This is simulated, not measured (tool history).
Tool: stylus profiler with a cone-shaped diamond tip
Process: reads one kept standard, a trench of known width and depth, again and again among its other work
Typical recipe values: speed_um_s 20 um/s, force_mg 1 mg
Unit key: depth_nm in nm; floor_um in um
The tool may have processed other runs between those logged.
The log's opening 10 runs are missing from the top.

run   hour  speed_um_s  force_mg  scans with this tip  hours of work since the height scale was calibrated  depth_nm  floor_um
 11  199.6          20         1                 3253                                                  674    502.12     95.47
 12  226.9          20         1                 3328                                                  689    501.99     95.55
 13  253.8          20         1                 3402                                                  704    502.13      95.5
 14  279.8          20         1                 3473                                                  719    502.09      95.5
 15  300.2          20         1                 3528                                                  731       502     95.48
 16  319.8          61         1                 3582                                                  742    502.09     95.17
 17  340.7          35       1.4                 3639                                                  754    502.51     95.41
 18  353.4          20         1                 3674                                                  761    501.99     95.46
 19  370.1          20         1                 3720                                                  770    502.05     95.48
 20  386.3          18      0.33                 3764                                                  779     500.9     95.41
 21  399.1          12      0.41                 3799                                                  787    500.65     95.54
 22  414.4          12      0.41                 3841                                                  795    501.06     95.53
 23    429          33      1.12                 3881                                                  804    502.08     95.43
 24  444.5          33      1.12                 3923                                                  812    502.12     95.42
 25  462.9           6      0.43                 3974                                                  823    501.31     95.59
 26  487.4           7       0.5                 4040                                                  837    501.28     95.56
 27    508           7      0.56                 4097                                                  848    501.39     95.55
 28  532.1           6      0.56                 4163                                                  862    501.26     95.57
 29  558.8          54      0.79                 4236                                                  877    501.63     95.19
 30  574.3          23      0.95                 4278                                                  886     501.9     95.47

Here are 4 independent what-if runs from the current tool condition. What would each one return?
  A  601.6          11      0.95                 4353                                                  901         ?         ?
  B  601.6          23      1.26                 4353                                                  901         ?         ?
  C  601.6          37      0.53                 4353                                                  901         ?         ?
  D  601.6           6      0.56                 4353                                                  901         ?         ?

run  depth_nm  floor_um
  A    501.88     95.59
  B    502.35     95.51
  C    501.39     95.28
  D    501.44     95.56
With the hidden condition removed and each run's random variation left untouched, the same runs would have given:
run  depth_nm  floor_um
  A    501.87     95.59
  B    502.34     95.51
  C    501.38     95.29
  D    501.43     95.57
